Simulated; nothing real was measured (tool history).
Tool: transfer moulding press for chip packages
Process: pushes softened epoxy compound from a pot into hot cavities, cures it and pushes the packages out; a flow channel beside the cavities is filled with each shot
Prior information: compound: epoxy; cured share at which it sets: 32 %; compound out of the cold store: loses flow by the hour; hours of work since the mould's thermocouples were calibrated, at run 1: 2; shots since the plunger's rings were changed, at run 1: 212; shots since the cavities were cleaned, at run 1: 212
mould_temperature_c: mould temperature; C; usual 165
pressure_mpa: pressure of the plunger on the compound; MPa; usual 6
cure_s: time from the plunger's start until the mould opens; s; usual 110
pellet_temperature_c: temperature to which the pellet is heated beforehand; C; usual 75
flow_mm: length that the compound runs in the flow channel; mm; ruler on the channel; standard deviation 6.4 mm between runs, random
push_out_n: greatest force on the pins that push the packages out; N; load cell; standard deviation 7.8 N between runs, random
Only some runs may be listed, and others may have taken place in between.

run	hour	mould_temperature_c	pressure_mpa	cure_s	pellet_temperature_c	hours of work since the mould's thermocouples were calibrated	shots since the plunger's rings were changed	shots since the cavities were cleaned	incoming compound's hours out of the cold store	flow_mm	push_out_n
1	0	165	6	110	75	2	212	212	38.5	700	469
2	4.4	165	6	110	75	4	249	249	15.1	801	522
3	12.4	165	6	110	75	8	318	318	29.1	735	539
4	16.7	165	6	110	75	10	354	354	19.4	771	560
# hour 18.6: cavities cleaned with cleaning compound and waxed
5	24.5	165	5.97	110	75	13	408	50	16.8	784	699
6	33.6	165	5.97	110	75	18	486	128	26.4	743	662
7	39.8	165	5.97	110	75	21	539	181	37.1	704	666
# hour 48.8: cavities cleaned with cleaning compound and waxed, once more
8	49	170	5.69	111	83	25	604	2	37.1	675	329
9	58.1	172	5.69	120	66	29	682	80	37.4	668	368
10	66.2	172	5.69	102	66	33	751	149	33.9	687	430
11	70.6	172	5.69	102	66	36	788	186	24.2	710	454
12	77.9	172	5.69	102	66	39	850	248	46.8	644	474

Alternative continuations, all from the tool just after run 12; predict every row:
A	84.7	168	6	110	75	43	909	307	47	?	?
B	84.7	172	7.49	102	79	43	909	307	46.4	?	?
C	84.7	172	5.69	120	80	43	909	307	26.6	?	?
D	84.7	166	5.69	102	66	43	909	307	32.5	?	?
E	84.7	165	6	114	75	43	909	307	31.5	?	?

run	flow_mm	push_out_n
A	659	498
B	724	486
C	711	495
D	704	557
E	721	520
Without the tool's unlogged condition, the same runs would have read:
run	flow_mm	push_out_n
A	668	311
B	734	305
C	720	311
D	714	348
E	731	327

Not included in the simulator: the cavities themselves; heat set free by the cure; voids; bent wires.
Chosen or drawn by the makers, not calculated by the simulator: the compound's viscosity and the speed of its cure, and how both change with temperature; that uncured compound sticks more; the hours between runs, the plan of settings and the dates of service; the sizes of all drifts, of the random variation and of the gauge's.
